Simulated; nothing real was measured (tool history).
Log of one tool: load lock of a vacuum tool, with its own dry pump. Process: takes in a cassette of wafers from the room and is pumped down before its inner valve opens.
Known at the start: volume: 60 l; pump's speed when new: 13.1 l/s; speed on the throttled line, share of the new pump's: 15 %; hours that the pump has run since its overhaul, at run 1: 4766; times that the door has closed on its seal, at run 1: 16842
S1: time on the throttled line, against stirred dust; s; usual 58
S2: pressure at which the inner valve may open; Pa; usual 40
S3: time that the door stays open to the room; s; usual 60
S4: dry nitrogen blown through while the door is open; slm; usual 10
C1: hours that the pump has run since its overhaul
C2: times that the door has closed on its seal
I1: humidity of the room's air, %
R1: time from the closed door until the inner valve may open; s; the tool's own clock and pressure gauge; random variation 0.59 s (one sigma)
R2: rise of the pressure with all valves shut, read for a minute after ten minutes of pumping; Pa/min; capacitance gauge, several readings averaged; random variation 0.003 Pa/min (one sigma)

Run 1, hour 0.0: usual settings; C1 4766; C2 16842; I1 44.9. Result: R1 86.8 s, R2 0.099 Pa/min.
Run 2, hour 260.5: usual settings; C1 5026; C2 17321; I1 45.3. Result: R1 88.2 s, R2 0.094 Pa/min.
Run 3, hour 530.6: usual settings; C1 5296; C2 17818; I1 46.5. Result: R1 87.4 s, R2 0.102 Pa/min.
Run 4, hour 690.5: usual settings but S4 5 slm; C1 5456; C2 18112; I1 44.1. Result: R1 86.5 s, R2 0.100 Pa/min.
Run 5, hour 934.5: usual settings but S4 5 slm; C1 5700; C2 18561; I1 43.8. Result: R1 87.4 s, R2 0.107 Pa/min.
Run 6, hour 1128.1: usual settings but S2 79 Pa; C1 5894; C2 18917; I1 45.6. Result: R1 84.6 s, R2 0.107 Pa/min.
Run 7, hour 1327.4: usual settings; C1 6093; C2 19284; I1 43.7. Result: R1 87.6 s, R2 0.106 Pa/min.
Run 8, hour 1583.3: usual settings; C1 6349; C2 19755; I1 38.7. Result: R1 87.8 s, R2 0.108 Pa/min.
Run 9, hour 1776.5: usual settings; C1 6542; C2 20110; I1 44.9. Result: R1 88.1 s, R2 0.108 Pa/min.
Run 10, hour 1918.7: usual settings but S3 108 s; C1 6684; C2 20372; I1 43.0. Result: R1 88.5 s, R2 0.128 Pa/min.
Run 11, hour 2175.4: usual settings but S3 108 s; C1 6941; C2 20844; I1 44.8. Result: R1 88.0 s, R2 0.136 Pa/min.
Run 12, hour 2331.7: usual settings but S3 108 s, S4 41 slm; C1 7097; C2 21132; I1 46.7. Result: R1 88.8 s, R2 0.115 Pa/min.
Run 13, hour 2515.1: usual settings but S1 46 s, S3 108 s, S4 41 slm; C1 7281; C2 21470; I1 43.2. Result: R1 78.6 s, R2 0.107 Pa/min.
Run 14, hour 2773.5: usual settings but S1 46 s, S3 108 s, S4 41 slm; C1 7539; C2 21945; I1 47.4. Result: R1 79.2 s, R2 0.115 Pa/min.
Run 15, hour 2979.4: usual settings but S2 59 Pa; C1 7745; C2 22324; I1 45.5. Result: R1 87.0 s, R2 0.123 Pa/min.
Run 16, hour 3181.0: usual settings but S2 59 Pa; C1 7947; C2 22695; I1 45.9. Result: R1 86.8 s, R2 0.131 Pa/min.
Run 17, hour 3325.0: usual settings but S2 59 Pa; C1 8091; C2 22960; I1 44.2. Result: R1 87.2 s, R2 0.127 Pa/min.
Run 18, hour 3609.7: usual settings but S2 59 Pa, S3 188 s, S4 9 slm; C1 8376; C2 23484; I1 44.7. Result: R1 87.3 s, R2 0.167 Pa/min.
Run 19, hour 3748.6: usual settings but S2 59 Pa, S3 188 s, S4 9 slm; C1 8514; C2 23739; I1 46.6. Result: R1 88.1 s, R2 0.177 Pa/min.
Run 20, hour 3964.8: usual settings but S2 59 Pa, S3 188 s, S4 9 slm; C1 8731; C2 24137; I1 47.2. Result: R1 87.6 s, R2 0.179 Pa/min.
Run 21, hour 4157.6: usual settings but S2 59 Pa, S3 41 s, S4 9 slm; C1 8923; C2 24492; I1 42.5. Result: R1 87.3 s, R2 0.126 Pa/min.
Run 22, hour 4444.6: usual settings but S2 58 Pa, S3 30 s, S4 32 slm; C1 9210; C2 25020; I1 44.4. Result: R1 87.5 s, R2 0.110 Pa/min.
Run 23, hour 4685.5: usual settings but S2 58 Pa, S3 30 s, S4 32 slm; C1 9451; C2 25463; I1 48.7. Result: R1 88.9 s, R2 0.124 Pa/min.
Run 24, hour 4973.3: usual settings but S1 97 s, S2 58 Pa, S3 30 s, S4 4 slm; C1 9739; C2 25993; I1 44.2. Result: R1 119.2 s, R2 0.135 Pa/min.
Run 25, hour 5202.8: usual settings but S2 43 Pa; C1 9969; C2 26415; I1 43.7. Result: R1 89.6 s, R2 0.147 Pa/min.
Run 26, hour 5422.8: usual settings but S2 43 Pa; C1 10189; C2 26820; I1 44.8. Result: R1 89.5 s, R2 0.150 Pa/min.
Run 27, hour 5561.4: usual settings but S2 43 Pa; C1 10327; C2 27075; I1 42.9. Result: R1 90.3 s, R2 0.148 Pa/min.
Run 28, hour 5834.6: usual settings but S2 35 Pa, S3 73 s, S4 36 slm; C1 10600; C2 27578; I1 50.1. Result: R1 92.2 s, R2 0.145 Pa/min.
Run 29, hour 6034.0: usual settings but S2 58 Pa, S4 4 slm; C1 10800; C2 27945; I1 47.0. Result: R1 87.2 s, R2 0.163 Pa/min.
Run 30, hour 6348.5: usual settings but S2 58 Pa, S4 4 slm; C1 11114; C2 28524; I1 42.5. Result: R1 89.0 s, R2 0.165 Pa/min.
Run 31, hour 6619.5: usual settings but S3 172 s; C1 11385; C2 29022; I1 46.3. Result: R1 90.0 s, R2 0.203 Pa/min.
Run 32, hour 6878.5: usual settings but S3 172 s; C1 11644; C2 29499; I1 47.5. Result: R1 91.5 s, R2 0.207 Pa/min.
Run 33, hour 7080.9: usual settings but S1 31 s, S4 9 slm; C1 11847; C2 29871; I1 45.9. Result: R1 69.7 s, R2 0.173 Pa/min.
Run 34, hour 7246.2: usual settings but S2 68 Pa, S4 16 slm; C1 12012; C2 30175; I1 47.8. Result: R1 88.6 s, R2 0.170 Pa/min.

4 ways to go on from here, each from the tool as it stands after run 34. What would each give?
Run A, hour 7536.9: usual settings but S1 64 s, S4 6 slm; C1 12303; C2 30710; I1 45.5. Result: R1 ?, R2 ?.
Run B, hour 7536.9: usual settings but S1 45 s, S2 58 Pa; C1 12303; C2 30710; I1 44.1. Result: R1 ?, R2 ?.
Run C, hour 7536.9: usual settings but S1 44 s, S2 68 Pa, S4 39 slm; C1 12303; C2 30710; I1 47.0. Result: R1 ?, R2 ?.
Run D, hour 7536.9: usual settings but S2 29 Pa; C1 12303; C2 30710; I1 46.9. Result: R1 ?, R2 ?.

run    R1     R2
  A  96.5  0.181
  B  79.9  0.178
  C  76.8  0.162
  D  93.0  0.176
Without the tool's hidden state the same runs would have given:
run    R1     R2
  A  90.1  0.046
  B  73.2  0.042
  C  70.4  0.024
  D  86.1  0.043
